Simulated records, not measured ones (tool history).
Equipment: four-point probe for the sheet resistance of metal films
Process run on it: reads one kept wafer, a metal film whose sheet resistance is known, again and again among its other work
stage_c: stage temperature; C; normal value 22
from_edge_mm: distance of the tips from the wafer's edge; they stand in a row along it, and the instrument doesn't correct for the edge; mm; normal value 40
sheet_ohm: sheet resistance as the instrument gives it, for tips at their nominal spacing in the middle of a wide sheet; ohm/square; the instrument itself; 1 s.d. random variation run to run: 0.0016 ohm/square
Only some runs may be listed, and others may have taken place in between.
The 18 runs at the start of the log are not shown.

run 19 hour=192.6 | stage_c=22 from_edge_mm=40 | sheet_ohm=8.218569
run 20 hour=200.8 | stage_c=22 from_edge_mm=40 | sheet_ohm=8.215478
run 21 hour=211.6 | stage_c=35 from_edge_mm=40 | sheet_ohm=8.160787
run 22 hour=221.7 | stage_c=22 from_edge_mm=42 | sheet_ohm=8.218676
run 23 hour=233.9 | stage_c=22 from_edge_mm=42 | sheet_ohm=8.218719
run 24 hour=243.6 | stage_c=22 from_edge_mm=42 | sheet_ohm=8.221057
run 25 hour=258.4 | stage_c=22 from_edge_mm=42 | sheet_ohm=8.220099
run 26 hour=270.6 | stage_c=29 from_edge_mm=40 | sheet_ohm=8.18786
run 27 hour=280.1 | stage_c=22 from_edge_mm=5 | sheet_ohm=8.491908
run 28 hour=290.8 | stage_c=20 from_edge_mm=32 | sheet_ohm=8.2376
run 29 hour=299.4 | stage_c=26 from_edge_mm=56 | sheet_ohm=8.2003
run 30 hour=306 | stage_c=30 from_edge_mm=40 | sheet_ohm=8.184007
run 31 hour=318.7 | stage_c=30 from_edge_mm=40 | sheet_ohm=8.187702
run 32 hour=325.6 | stage_c=25 from_edge_mm=34 | sheet_ohm=8.211923
run 33 hour=340.5 | stage_c=29 from_edge_mm=4 | sheet_ohm=8.608195
run 34 hour=347.8 | stage_c=21 from_edge_mm=70 | sheet_ohm=8.222733

Estimate the outcome of run 35 from the log above:
run 35 hour=361.3 | stage_c=21 from_edge_mm=70 | sheet_ohm=?

Run 35 yielded sheet_ohm 8.229313 ohm/square.
On a tool with no hidden condition, and with the same random variation, this run would have come out at sheet_ohm 8.251779 ohm/square.

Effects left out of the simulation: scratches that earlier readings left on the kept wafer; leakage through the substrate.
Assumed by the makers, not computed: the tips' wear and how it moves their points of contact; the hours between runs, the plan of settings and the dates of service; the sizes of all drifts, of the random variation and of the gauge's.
